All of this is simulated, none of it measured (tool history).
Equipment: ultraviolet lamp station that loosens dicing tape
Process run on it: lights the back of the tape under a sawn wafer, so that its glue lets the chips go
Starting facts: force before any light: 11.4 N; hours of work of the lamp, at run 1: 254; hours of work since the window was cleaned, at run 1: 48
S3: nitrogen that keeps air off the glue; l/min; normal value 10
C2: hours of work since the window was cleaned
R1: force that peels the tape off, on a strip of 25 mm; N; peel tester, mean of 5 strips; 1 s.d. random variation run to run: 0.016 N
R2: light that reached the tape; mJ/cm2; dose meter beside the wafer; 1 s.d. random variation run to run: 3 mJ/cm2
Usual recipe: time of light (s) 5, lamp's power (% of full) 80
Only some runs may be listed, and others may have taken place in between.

{"run": 1, "hour": 0.0, "time of light (s)": 5, "lamp's power (% of full)": 80, "S3": 10, "hours of work of the lamp": 254, "C2": 48, "R1": 0.963, "R2": 429}
{"run": 2, "hour": 29.0, "time of light (s)": 5, "lamp's power (% of full)": 80, "S3": 10, "hours of work of the lamp": 272, "C2": 66, "R1": 0.941, "R2": 424}
{"run": 3, "hour": 61.7, "time of light (s)": 5, "lamp's power (% of full)": 80, "S3": 10, "hours of work of the lamp": 293, "C2": 86, "R1": 0.979, "R2": 418}
{"run": 4, "hour": 83.2, "time of light (s)": 5, "lamp's power (% of full)": 80, "S3": 10, "hours of work of the lamp": 306, "C2": 100, "R1": 0.962, "R2": 414}
{"run": 5, "hour": 125.9, "time of light (s)": 5, "lamp's power (% of full)": 80, "S3": 10, "hours of work of the lamp": 333, "C2": 126, "R1": 1.013, "R2": 401}
{"run": 6, "hour": 154.7, "time of light (s)": 5, "lamp's power (% of full)": 80, "S3": 10, "hours of work of the lamp": 351, "C2": 144, "R1": 1.021, "R2": 405}
{"run": 7, "hour": 186.8, "time of light (s)": 5, "lamp's power (% of full)": 80, "S3": 10, "hours of work of the lamp": 371, "C2": 164, "R1": 1.043, "R2": 399}
{"run": 8, "hour": 222.1, "time of light (s)": 5, "lamp's power (% of full)": 80, "S3": 10, "hours of work of the lamp": 393, "C2": 186, "R1": 1.042, "R2": 395}
{"run": 9, "hour": 265.6, "time of light (s)": 5, "lamp's power (% of full)": 80, "S3": 6, "hours of work of the lamp": 420, "C2": 214, "R1": 1.775, "R2": 388}
{"run": 10, "hour": 308.6, "time of light (s)": 5, "lamp's power (% of full)": 80, "S3": 6, "hours of work of the lamp": 447, "C2": 241, "R1": 1.763, "R2": 385}
{"run": 11, "hour": 360.9, "time of light (s)": 5, "lamp's power (% of full)": 80, "S3": 6, "hours of work of the lamp": 480, "C2": 273, "R1": 1.827, "R2": 378}
{"run": 12, "hour": 409.0, "time of light (s)": 5, "lamp's power (% of full)": 80, "S3": 7, "hours of work of the lamp": 510, "C2": 303, "R1": 1.66, "R2": 374}
{"run": 13, "hour": 442.6, "time of light (s)": 5, "lamp's power (% of full)": 80, "S3": 7, "hours of work of the lamp": 531, "C2": 324, "R1": 1.693, "R2": 369}
{"hour": 474.1, "done": "window cleaned of glue's vapour"}
{"run": 14, "hour": 487.1, "time of light (s)": 6, "lamp's power (% of full)": 98, "S3": 19, "hours of work of the lamp": 558, "C2": 8, "R1": 0.205, "R2": 612}
{"run": 15, "hour": 522.2, "time of light (s)": 6, "lamp's power (% of full)": 80, "S3": 16, "hours of work of the lamp": 580, "C2": 30, "R1": 0.434, "R2": 492}
{"run": 16, "hour": 565.6, "time of light (s)": 4, "lamp's power (% of full)": 86, "S3": 8, "hours of work of the lamp": 607, "C2": 57, "R1": 1.759, "R2": 344}
{"run": 17, "hour": 615.5, "time of light (s)": 6, "lamp's power (% of full)": 86, "S3": 8, "hours of work of the lamp": 638, "C2": 88, "R1": 0.711, "R2": 514}
{"run": 18, "hour": 667.4, "time of light (s)": 5, "lamp's power (% of full)": 87, "S3": 8, "hours of work of the lamp": 671, "C2": 121, "R1": 1.151, "R2": 422}
{"run": 19, "hour": 701.1, "time of light (s)": 7, "lamp's power (% of full)": 71, "S3": 10, "hours of work of the lamp": 692, "C2": 142, "R1": 0.689, "R2": 481}
{"run": 20, "hour": 739.4, "time of light (s)": 5, "lamp's power (% of full)": 73, "S3": 14, "hours of work of the lamp": 716, "C2": 166, "R1": 1.097, "R2": 343}
{"run": 21, "hour": 768.6, "time of light (s)": 4, "lamp's power (% of full)": 83, "S3": 12, "hours of work of the lamp": 734, "C2": 184, "R1": 1.546, "R2": 311}
{"run": 22, "hour": 796.4, "time of light (s)": 4, "lamp's power (% of full)": 83, "S3": 12, "hours of work of the lamp": 751, "C2": 201, "R1": 1.627, "R2": 310}
{"run": 23, "hour": 833.8, "time of light (s)": 4, "lamp's power (% of full)": 83, "S3": 12, "hours of work of the lamp": 775, "C2": 225, "R1": 1.565, "R2": 305}
{"run": 24, "hour": 859.2, "time of light (s)": 4, "lamp's power (% of full)": 83, "S3": 12, "hours of work of the lamp": 791, "C2": 241, "R1": 1.538, "R2": 298}
{"run": 25, "hour": 892.4, "time of light (s)": 5, "lamp's power (% of full)": 79, "S3": 6, "hours of work of the lamp": 811, "C2": 261, "R1": 2.026, "R2": 356}
{"run": 26, "hour": 930.6, "time of light (s)": 2, "lamp's power (% of full)": 87, "S3": 4, "hours of work of the lamp": 835, "C2": 285, "R1": 6.036, "R2": 154}

Forecast each of these 5 alternatives for the next run:
{"run": "A", "hour": 952.9, "time of light (s)": 2, "lamp's power (% of full)": 87, "S3": 9, "hours of work of the lamp": 849, "C2": 299, "R1": "?", "R2": "?"}
{"run": "B", "hour": 952.9, "time of light (s)": 2, "lamp's power (% of full)": 87, "S3": 4, "hours of work of the lamp": 849, "C2": 299, "R1": "?", "R2": "?"}
{"run": "C", "hour": 952.9, "time of light (s)": 5, "lamp's power (% of full)": 88, "S3": 10, "hours of work of the lamp": 849, "C2": 299, "R1": "?", "R2": "?"}
{"run": "D", "hour": 952.9, "time of light (s)": 6, "lamp's power (% of full)": 66, "S3": 17, "hours of work of the lamp": 849, "C2": 299, "R1": "?", "R2": "?"}
{"run": "E", "hour": 952.9, "time of light (s)": 5, "lamp's power (% of full)": 77, "S3": 10, "hours of work of the lamp": 849, "C2": 299, "R1": "?", "R2": "?"}

run=A R1=4.508 R2=151
run=B R1=6.135 R2=153
run=C R1=1.121 R2=391
run=D R1=0.946 R2=352
run=E R1=1.433 R2=341
With the hidden condition removed and each run's random variation left untouched, the same runs would have given:
run=A R1=3.486 R2=196
run=B R1=5.115 R2=198
run=C R1=0.612 R2=505
run=D R1=0.498 R2=455
run=E R1=0.823 R2=439

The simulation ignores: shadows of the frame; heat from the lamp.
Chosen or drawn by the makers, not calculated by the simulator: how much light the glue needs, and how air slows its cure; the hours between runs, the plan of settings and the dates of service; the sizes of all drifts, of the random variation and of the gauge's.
